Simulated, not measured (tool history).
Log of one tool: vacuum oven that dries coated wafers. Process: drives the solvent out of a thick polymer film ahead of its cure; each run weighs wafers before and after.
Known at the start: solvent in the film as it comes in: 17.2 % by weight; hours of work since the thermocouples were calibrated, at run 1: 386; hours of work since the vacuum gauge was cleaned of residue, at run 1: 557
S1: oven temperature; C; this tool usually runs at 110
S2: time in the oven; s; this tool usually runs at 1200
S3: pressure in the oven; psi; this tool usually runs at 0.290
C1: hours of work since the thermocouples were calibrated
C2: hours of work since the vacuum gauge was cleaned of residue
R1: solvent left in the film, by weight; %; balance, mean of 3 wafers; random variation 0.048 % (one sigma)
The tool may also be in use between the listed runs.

Run 1, hour 0.0: usual settings; C1 386; C2 557. Result: R1 4.03 %.
Run 2, hour 31.4: usual settings; C1 407; C2 578. Result: R1 3.95 %.
Run 3, hour 60.1: usual settings; C1 426; C2 597. Result: R1 3.96 %.
Run 4, hour 92.2: usual settings but S3 0.925 psi; C1 448; C2 619. Result: R1 4.92 %.
Run 5, hour 132.2: usual settings but S3 0.925 psi; C1 475; C2 646. Result: R1 4.91 %.
Run 6, hour 162.4: usual settings but S3 0.925 psi; C1 495; C2 666. Result: R1 4.87 %.
Run 7, hour 213.2: usual settings but S3 0.925 psi; C1 529; C2 700. Result: R1 4.81 %.
Run 8, hour 264.1: usual settings but S3 0.606 psi; C1 563; C2 734. Result: R1 4.47 %.
Run 9, hour 296.4: usual settings but S3 0.606 psi; C1 585; C2 756. Result: R1 4.32 %.
Run 10, hour 326.7: usual settings but S3 0.606 psi; C1 605; C2 776. Result: R1 4.41 %.
Run 11, hour 373.9: usual settings but S1 123 C, S3 0.606 psi; C1 637; C2 808. Result: R1 1.59 %.
Run 12, hour 400.8: usual settings but S1 123 C, S3 0.606 psi; C1 655; C2 826. Result: R1 1.52 %.
Run 13, hour 448.7: usual settings but S1 123 C, S3 0.606 psi; C1 687; C2 858. Result: R1 1.56 %.
Run 14, hour 475.4: usual settings but S1 100 C; C1 705; C2 876. Result: R1 7.02 %.
Run 15, hour 525.5: usual settings but S1 100 C; C1 739; C2 909. Result: R1 6.95 %.
Run 16, hour 578.2: usual settings but S1 100 C; C1 774; C2 945. Result: R1 7.02 %.
Run 17, hour 612.1: usual settings but S1 100 C; C1 797; C2 968. Result: R1 6.85 %.
Run 18, hour 651.5: usual settings but S1 100 C; C1 823; C2 994. Result: R1 6.85 %.
Run 19, hour 681.6: usual settings but S1 100 C; C1 843; C2 1014. Result: R1 6.89 %.
Run 20, hour 708.6: usual settings but S1 100 C; C1 862; C2 1032. Result: R1 6.93 %.
Run 21, hour 762.0: usual settings but S1 100 C, S2 2040 s; C1 897; C2 1068. Result: R1 4.44 %.
Run 22, hour 806.3: usual settings but S3 0.202 psi; C1 927; C2 1098. Result: R1 3.80 %.
Run 23, hour 850.0: usual settings but S3 0.202 psi; C1 956; C2 1127. Result: R1 3.79 %.
At hour 873.0: oven's thermocouples calibrated.
Run 24, hour 884.9: usual settings but S3 0.202 psi; C1 8; C2 1149. Result: R1 4.12 %.
Run 25, hour 921.2: usual settings but S2 1080 s, S3 0.171 psi; C1 32; C2 1174. Result: R1 4.66 %.
Run 26, hour 950.2: usual settings but S2 600 s, S3 0.657 psi; C1 52; C2 1193. Result: R1 8.02 %.
Run 27, hour 977.0: usual settings but S2 600 s, S3 0.657 psi; C1 70; C2 1211. Result: R1 7.97 %.
Run 28, hour 1028.3: usual settings but S1 106 C, S2 1680 s, S3 0.740 psi; C1 104; C2 1245. Result: R1 4.57 %.
Run 29, hour 1058.6: usual settings but S3 0.673 psi; C1 125; C2 1266. Result: R1 4.87 %.
Run 30, hour 1108.9: usual settings but S1 97 C, S2 1260 s, S3 0.660 psi; C1 158; C2 1299. Result: R1 8.55 %.
Run 31, hour 1162.0: usual settings but S1 99 C, S2 780 s; C1 194; C2 1335. Result: R1 9.43 %.
Run 32, hour 1184.5: usual settings but S1 95 C, S2 1020 s, S3 0.751 psi; C1 209; C2 1350. Result: R1 10.13 %.
Run 33, hour 1239.5: usual settings but S1 118 C, S2 1080 s, S3 0.328 psi; C1 246; C2 1387. Result: R1 2.61 %.
Run 34, hour 1276.1: usual settings but S1 118 C, S2 1080 s, S3 0.328 psi; C1 270; C2 1412. Result: R1 2.72 %.
Run 35, hour 1315.6: usual settings but S1 120 C, S2 2040 s, S3 0.294 psi; C1 297; C2 1438. Result: R1 0.71 %.
Run 36, hour 1356.3: usual settings but S1 120 C, S2 2040 s, S3 0.294 psi; C1 324; C2 1465. Result: R1 0.75 %.
Run 37, hour 1410.3: usual settings but S1 108 C, S2 780 s, S3 0.205 psi; C1 360; C2 1502. Result: R1 6.90 %.
Run 38, hour 1441.0: usual settings but S1 108 C, S2 780 s, S3 0.205 psi; C1 381; C2 1522. Result: R1 6.78 %.
Run 39, hour 1472.1: usual settings but S1 103 C, S2 720 s, S3 0.429 psi; C1 402; C2 1543. Result: R1 8.87 %.
Run 40, hour 1495.8: usual settings but S1 103 C, S2 720 s, S3 0.429 psi; C1 418; C2 1559. Result: R1 8.94 %.
Run 41, hour 1540.3: usual settings but S1 103 C, S2 720 s, S3 0.429 psi; C1 448; C2 1589. Result: R1 8.81 %.
Run 42, hour 1569.6: usual settings but S1 120 C, S2 1560 s, S3 0.154 psi; C1 467; C2 1609. Result: R1 1.07 %.
Run 43, hour 1614.3: usual settings but S1 124 C, S2 840 s, S3 0.569 psi; C1 497; C2 1639. Result: R1 2.55 %.
Run 44, hour 1667.2: usual settings but S1 124 C, S2 840 s, S3 0.569 psi; C1 533; C2 1674. Result: R1 2.50 %.

Branching from run 44: 4 alternative next runs. What would each branch give?
Run A, hour 1697.6: usual settings but S1 118 C, S2 1080 s; C1 553; C2 1694. Result: R1 ?.
Run B, hour 1697.6: usual settings but S1 95 C, S2 840 s, S3 0.569 psi; C1 553; C2 1694. Result: R1 ?.
Run C, hour 1697.6: usual settings but S1 118 C, S2 840 s, S3 0.193 psi; C1 553; C2 1694. Result: R1 ?.
Run D, hour 1697.6: usual settings but S1 123 C, S2 1320 s, S3 0.569 psi; C1 553; C2 1694. Result: R1 ?.

run     R1
  A   2.70
  B  10.56
  C   3.63
  D   1.44
What these runs would have given with no unlogged condition in the tool:
run     R1
  A   2.60
  B  10.44
  C   3.54
  D   1.34
